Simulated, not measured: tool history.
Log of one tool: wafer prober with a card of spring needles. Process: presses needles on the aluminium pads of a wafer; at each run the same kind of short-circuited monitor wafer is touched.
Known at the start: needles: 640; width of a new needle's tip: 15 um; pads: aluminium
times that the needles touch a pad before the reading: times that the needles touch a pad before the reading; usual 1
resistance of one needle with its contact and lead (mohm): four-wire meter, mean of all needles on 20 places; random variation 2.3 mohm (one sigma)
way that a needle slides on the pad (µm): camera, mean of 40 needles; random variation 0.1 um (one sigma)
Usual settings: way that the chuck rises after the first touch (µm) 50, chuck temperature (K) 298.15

run   hour  way that the chuck rises after the first touch (µm)  chuck temperature (K)  times that the needles touch a pad before the reading  resistance of one needle with its contact and lead (mohm)  way that a needle slides on the pad (µm)
  1    0.0                                                   50                 298.15                                                      1                                                        292                                      8.13
       3.7  -- tips cleaned on abrasive film
      12.6  -- tips cleaned on abrasive film
      19.9  -- tips cleaned on abrasive film
  2   27.1                                                   69                 298.15                                                      1                                                        273                                     11.28
      29.0  -- tips cleaned on abrasive film
      38.1  -- tips cleaned on abrasive film
  3   42.7                                                   69                 298.15                                                      1                                                        273                                     11.28
      46.1  -- tips cleaned on abrasive film
      53.4  -- tips cleaned on abrasive film
      62.2  -- tips cleaned on abrasive film
      69.7  -- tips cleaned on abrasive film
  4   69.7                                                   69                 298.15                                                      1                                                        257                                     11.27
      78.8  -- tips cleaned on abrasive film, once more
      87.9  -- tips cleaned on abrasive film
  5   93.3                                                   69                 298.15                                                      1                                                        273                                     10.84
      97.1  -- tips cleaned on abrasive film
     104.4  -- tips cleaned on abrasive film
     111.7  -- tips cleaned on abrasive film
  6  118.4                                                   50                 298.15                                                      2                                                        289                                      7.81
     120.3  -- tips cleaned on abrasive film
     129.3  -- tips cleaned on abrasive film
     138.3  -- tips cleaned on abrasive film
     146.9  -- tips cleaned on abrasive film
  7  152.2                                                   50                 298.15                                                      2                                                        284                                      7.46
     155.9  -- tips cleaned on abrasive film
     165.0  -- tips cleaned on abrasive film
  8  172.2                                                   50                 298.15                                                      2                                                        290                                      7.55
     173.8  -- tips cleaned on abrasive film
     183.0  -- tips cleaned on abrasive film
     191.9  -- tips cleaned on abrasive film
     201.0  -- tips cleaned on abrasive film
  9  203.9                                                   50                 298.15                                                      1                                                        292                                      7.66
     209.4  -- tips cleaned on abrasive film
     218.5  -- tips cleaned on abrasive film
     227.7  -- tips cleaned on abrasive film
     236.4  -- tips cleaned on abrasive film
 10  236.5                                                   50                 298.15                                                      1                                                        269                                      7.44
     243.8  -- tips cleaned on abrasive film
     252.4  -- tips cleaned on abrasive film
     261.6  -- tips cleaned on abrasive film
 11  262.6                                                   50                 298.15                                                      2                                                        274                                      7.50
     270.0  -- tips cleaned on abrasive film
     278.7  -- tips cleaned on abrasive film
     287.4  -- tips cleaned on abrasive film
 12  287.7                                                   50                 298.15                                                      3                                                        270                                      7.51
     295.0  -- tips cleaned on abrasive film
     303.8  -- tips cleaned on abrasive film
     311.2  -- tips cleaned on abrasive film
 13  315.3                                                   50                 298.15                                                      3                                                        282                                      7.32
     318.9  -- tips cleaned on abrasive film
     328.0  -- tips cleaned on abrasive film
 14  335.1                                                   50                 298.15                                                      3                                                        288                                      7.18
     337.0  -- tips cleaned on abrasive film
     345.9  -- tips cleaned on abrasive film
     354.5  -- tips cleaned on abrasive film
     363.5  -- tips cleaned on abrasive film
 15  364.2                                                   44                 298.15                                                      3                                                        279                                      6.17
     371.2  -- tips cleaned on abrasive film
     380.1  -- tips cleaned on abrasive film
     387.4  -- tips cleaned on abrasive film
 16  388.4                                                   62                 298.15                                                      2                                                        267                                      9.33
     395.5  -- tips cleaned on abrasive film
     404.0  -- tips cleaned on abrasive film
     412.9  -- tips cleaned on abrasive film
     420.3  -- tips cleaned on abrasive film
 17  420.3                                                   45                 308.15                                                      2                                                        286                                      6.13
     429.2  -- tips cleaned on abrasive film
     438.2  -- tips cleaned on abrasive film
     440.3  -- height of the first contact set anew
     447.6  -- tips cleaned on abrasive film
 18  447.6                                                   41                 357.15                                                      3                                                        291                                      6.93
     456.3  -- tips cleaned on abrasive film
     465.1  -- tips cleaned on abrasive film
     472.4  -- tips cleaned on abrasive film
     480.9  -- tips cleaned on abrasive film
 19  480.9                                                   41                 357.15                                                      3                                                        298                                      6.94
     490.0  -- tips cleaned on abrasive film
     498.9  -- tips cleaned on abrasive film
 20  501.8                                                   50                 342.15                                                      2                                                        290                                      8.36
     507.3  -- tips cleaned on abrasive film
     516.1  -- tips cleaned on abrasive film
     523.7  -- tips cleaned on abrasive film
 21  523.7                                                   34                 378.15                                                      1                                                        319                                      5.51
     532.9  -- tips cleaned on abrasive film
     542.0  -- tips cleaned on abrasive film
 22  542.0                                                   46                 391.15                                                      2                                                        302                                      7.59
     551.2  -- tips cleaned on abrasive film
     560.3  -- tips cleaned on abrasive film
     569.1  -- tips cleaned on abrasive film
 23  569.2                                                   46                 391.15                                                      2                                                        302                                      7.46
     576.5  -- tips cleaned on abrasive film
     585.5  -- tips cleaned on abrasive film
     594.0  -- tips cleaned on abrasive film
 24  599.7                                                   46                 350.15                                                      1                                                        329                                      7.46
     601.7  -- tips cleaned on abrasive film
     610.5  -- tips cleaned on abrasive film
     619.5  -- tips cleaned on abrasive film
 25  625.4                                                   49                 298.15                                                      1                                                        311                                      7.79
     627.3  -- tips cleaned on abrasive film
     636.3  -- tips cleaned on abrasive film
     645.4  -- tips cleaned on abrasive film
     653.4  -- tips cleaned on abrasive film
 26  653.4                                                   39                 298.15                                                      1                                                        283                                      5.95
     662.5  -- tips cleaned on abrasive film
     671.7  -- tips cleaned on abrasive film
     680.4  -- tips cleaned on abrasive film
 27  687.2                                                   50                 362.15                                                      1                                                        333                                      8.00
     689.1  -- tips cleaned on abrasive film
     697.9  -- tips cleaned on abrasive film
     706.9  -- tips cleaned on abrasive film
     715.8  -- tips cleaned on abrasive film
 28  718.6                                                   46                 315.15                                                      2                                                        300                                      7.17
     723.9  -- tips cleaned on abrasive film
     733.0  -- tips cleaned on abrasive film
 29  734.3                                                   46                 315.15                                                      2                                                        286                                      7.35

Forecast each of these 3 alternatives for the next run:
     741.4  -- tips cleaned on abrasive film
     748.7  -- tips cleaned on abrasive film
  A  748.7                                                   55                 319.15                                                      2                                                          ?                                         ?
     741.4  -- tips cleaned on abrasive film
     748.7  -- tips cleaned on abrasive film
  B  748.7                                                   33                 336.15                                                      1                                                          ?                                         ?
     741.4  -- tips cleaned on abrasive film
     748.7  -- tips cleaned on abrasive film
  C  748.7                                                   44                 305.15                                                      2                                                          ?                                         ?

run  resistance of one needle with its contact and lead (mohm)  way that a needle slides on the pad (µm)
  A                                                        279                                      8.67
  B                                                        316                                      4.70
  C                                                        284                                      6.87
Without the tool's hidden state the same runs would have given:
run  resistance of one needle with its contact and lead (mohm)  way that a needle slides on the pad (µm)
  A                                                        269                                      9.37
  B                                                        289                                      5.40
  C                                                        270                                      7.57
